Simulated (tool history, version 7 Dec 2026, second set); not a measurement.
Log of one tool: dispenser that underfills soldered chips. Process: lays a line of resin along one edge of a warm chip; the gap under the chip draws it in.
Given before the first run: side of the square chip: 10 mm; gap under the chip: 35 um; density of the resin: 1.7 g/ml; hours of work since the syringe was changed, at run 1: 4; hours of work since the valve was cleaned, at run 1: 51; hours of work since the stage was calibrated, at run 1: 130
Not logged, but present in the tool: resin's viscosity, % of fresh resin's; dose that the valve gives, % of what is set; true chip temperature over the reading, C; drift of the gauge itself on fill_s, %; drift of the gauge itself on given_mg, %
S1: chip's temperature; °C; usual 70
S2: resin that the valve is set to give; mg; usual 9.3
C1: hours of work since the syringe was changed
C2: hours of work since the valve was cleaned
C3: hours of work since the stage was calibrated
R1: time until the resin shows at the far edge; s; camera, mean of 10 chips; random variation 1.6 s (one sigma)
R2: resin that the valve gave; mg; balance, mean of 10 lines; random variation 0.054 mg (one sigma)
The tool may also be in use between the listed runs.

Run 1, hour 0: usual settings; C1 4; C2 51; C3 130. Result: R1 199.3 s, R2 8.93 mg.
Run 2, hour 2.2: usual settings but S2 11.55 mg; C1 5; C2 52; C3 132. Result: R1 221.1 s, R2 11.09 mg.
Run 3, hour 5.4: usual settings but S2 11.55 mg; C1 8; C2 55; C3 134. Result: R1 247.6 s, R2 11.11 mg.
At hour 8.6: new syringe of resin.
Run 4, hour 10: usual settings; C1 1; C2 58; C3 137. Result: R1 167.8 s, R2 8.9 mg.
Run 5, hour 13.2: usual settings; C1 3; C2 60; C3 139. Result: R1 190.3 s, R2 8.93 mg.
Run 6, hour 15.7: usual settings; C1 5; C2 61; C3 141. Result: R1 215.3 s, R2 8.8 mg.
Run 7, hour 19.4: usual settings; C1 7; C2 64; C3 143. Result: R1 246 s, R2 8.92 mg.
Run 8, hour 22.1: usual settings; C1 9; C2 66; C3 145. Result: R1 280.7 s, R2 8.89 mg.
At hour 22.9: new syringe of resin.
Run 9, hour 26.9: usual settings; C1 3; C2 69; C3 148. Result: R1 187.9 s, R2 8.85 mg.
Run 10, hour 30.4: usual settings but S2 9.32 mg; C1 5; C2 71; C3 151. Result: R1 215.4 s, R2 8.81 mg.
Run 11, hour 34.2: usual settings but S2 9.32 mg; C1 8; C2 74; C3 153. Result: R1 256.8 s, R2 8.86 mg.
Run 12, hour 36.6: usual settings but S2 7.96 mg; C1 9; C2 75; C3 155. Result: R1 296.9 s, R2 7.67 mg.
At hour 37.2: new syringe of resin.
Run 13, hour 39.7: usual settings but S2 11.63 mg; C1 2; C2 77; C3 157. Result: R1 168.2 s, R2 11.01 mg.
Run 14, hour 43.4: usual settings; C1 4; C2 80; C3 159. Result: R1 206.6 s, R2 8.79 mg.
Run 15, hour 46.7: usual settings but S1 74 °C; C1 6; C2 82; C3 161. Result: R1 198 s, R2 8.87 mg.
Run 16, hour 50.1: usual settings but S1 74 °C; C1 9; C2 84; C3 164. Result: R1 231.1 s, R2 8.79 mg.
At hour 51.6: new syringe of resin.
Run 17, hour 54.7: usual settings; C1 2; C2 87; C3 167. Result: R1 180.1 s, R2 8.8 mg.
Run 18, hour 58.4: usual settings; C1 5; C2 90; C3 169. Result: R1 213.1 s, R2 8.83 mg.
Run 19, hour 60.8: usual settings but S1 57 °C, S2 11.87 mg; C1 6; C2 91; C3 171. Result: R1 395.4 s, R2 11.1 mg.
Run 20, hour 65: usual settings but S1 56 °C, S2 9.32 mg; C1 9; C2 94; C3 174. Result: R1 504.2 s, R2 8.77 mg.
At hour 65.9: new syringe of resin.
Run 21, hour 68.3: usual settings but S1 56 °C, S2 9.32 mg; C1 2; C2 96; C3 176. Result: R1 311.1 s, R2 8.79 mg.
Run 22, hour 70.7: usual settings but S1 56 °C, S2 9.32 mg; C1 3; C2 98; C3 177. Result: R1 343.1 s, R2 8.78 mg.
Run 23, hour 75.3: usual settings but S1 82 °C, S2 9.32 mg; C1 6; C2 101; C3 180. Result: R1 149.2 s, R2 8.83 mg.
Run 24, hour 79.8: usual settings but S1 58 °C, S2 11.09 mg; C1 9; C2 104; C3 183. Result: R1 462.3 s, R2 10.45 mg.
At hour 80.5: new syringe of resin.
Run 25, hour 82.8: usual settings but S1 58 °C, S2 8.05 mg; C1 2; C2 106; C3 185. Result: R1 294.7 s, R2 7.58 mg.
Run 26, hour 87.2: usual settings but S1 58 °C, S2 8.05 mg; C1 5; C2 109; C3 188. Result: R1 361.8 s, R2 7.49 mg.
Run 27, hour 90: usual settings but S1 59 °C, S2 10.52 mg; C1 6; C2 111; C3 190. Result: R1 366.3 s, R2 9.69 mg.
Run 28, hour 92.9: usual settings but S1 65 °C, S2 8.65 mg; C1 8; C2 113; C3 192. Result: R1 324.4 s, R2 8.01 mg.
At hour 94.7: new syringe of resin.
Run 29, hour 96.2: usual settings but S1 62 °C, S2 10.89 mg; C1 1; C2 115; C3 194. Result: R1 224.1 s, R2 10.16 mg.
Run 30, hour 99.5: usual settings but S1 85 °C, S2 9.23 mg; C1 3; C2 117; C3 196. Result: R1 109.2 s, R2 8.57 mg.
Run 31, hour 101.6: usual settings but S1 85 °C, S2 9.23 mg; C1 5; C2 118; C3 198. Result: R1 119.2 s, R2 8.55 mg.
Run 32, hour 106.3: usual settings but S1 85 °C, S2 8.95 mg; C1 8; C2 121; C3 201. Result: R1 147.7 s, R2 8.2 mg.
At hour 108.9: new syringe of resin.
Run 33, hour 109.2: usual settings but S1 61 °C, S2 10.51 mg; C1 0; C2 123; C3 203. Result: R1 219.7 s, R2 9.8 mg.
Run 34, hour 111.9: usual settings but S1 72 °C, S2 10.54 mg; C1 2; C2 125; C3 204. Result: R1 160.4 s, R2 9.63 mg.
Run 35, hour 115.7: usual settings but S1 57 °C, S2 9.52 mg; C1 5; C2 128; C3 207. Result: R1 351.6 s, R2 8.75 mg.
Run 36, hour 118.4: usual settings but S1 57 °C, S2 9.52 mg; C1 6; C2 129; C3 209. Result: R1 397.6 s, R2 8.67 mg.

For each entry between runs, how does the tool's hidden state at the last listed run before it compare with that at the first listed run after it?
Logged between run 3 and run 4: new syringe of resin (hour 8.6)
  resin's viscosity, % of fresh resin's: 160.8 -> 106; dose that the valve gives, % of what is set: 96.46 -> 96.28; true chip temperature over the reading, C: 0.39 -> 0.4
  measured less the result without the state, R1: +91.4 -> +7.8 s; R2: -0.41 -> -0.34 mg
Logged between run 8 and run 9: new syringe of resin (hour 22.9)
  resin's viscosity, % of fresh resin's: 178.1 -> 119.2; dose that the valve gives, % of what is set: 95.81 -> 95.62; true chip temperature over the reading, C: 0.41 -> 0.42
  measured less the result without the state, R1: +121.5 -> +28.7 s; R2: -0.39 -> -0.41 mg
Logged between run 12 and run 13: new syringe of resin (hour 37.2)
  resin's viscosity, % of fresh resin's: 181.1 -> 111.4; dose that the valve gives, % of what is set: 95.21 -> 95.09
  measured less the result without the state, R1: +132.5 -> +14.9 s; R2: -0.38 -> -0.57 mg
Logged between run 16 and run 17: new syringe of resin (hour 51.6)
  resin's viscosity, % of fresh resin's: 174.5 -> 115.5; dose that the valve gives, % of what is set: 94.66 -> 94.47
  measured less the result without the state, R1: +97.3 -> +22.7 s; R2: -0.49 -> -0.51 mg
Logged between run 20 and run 21: new syringe of resin (hour 65.9)
  resin's viscosity, % of fresh resin's: 179.4 -> 111.6; dose that the valve gives, % of what is set: 94.05 -> 93.93
  measured less the result without the state, R1: +219.8 -> +29.2 s; R2: -0.55 -> -0.57 mg
Logged between run 24 and run 25: new syringe of resin (hour 80.5)
  resin's viscosity, % of fresh resin's: 182.8 -> 110; dose that the valve gives, % of what is set: 93.44 -> 93.34
  measured less the result without the state, R1: +205 -> +26.4 s; R2: -0.73 -> -0.53 mg
Logged between run 28 and run 29: new syringe of resin (hour 94.7)
  resin's viscosity, % of fresh resin's: 169.7 -> 105.5; dose that the valve gives, % of what is set: 92.9 -> 92.78
  measured less the result without the state, R1: +132.3 -> +8.1 s; R2: -0.61 -> -0.79 mg
Logged between run 32 and run 33: new syringe of resin (hour 108.9)
  resin's viscosity, % of fresh resin's: 162.6 -> 99.1; dose that the valve gives, % of what is set: 92.37 -> 92.26
  measured less the result without the state, R1: +56.3 -> -5.5 s; R2: -0.69 -> -0.81 mg
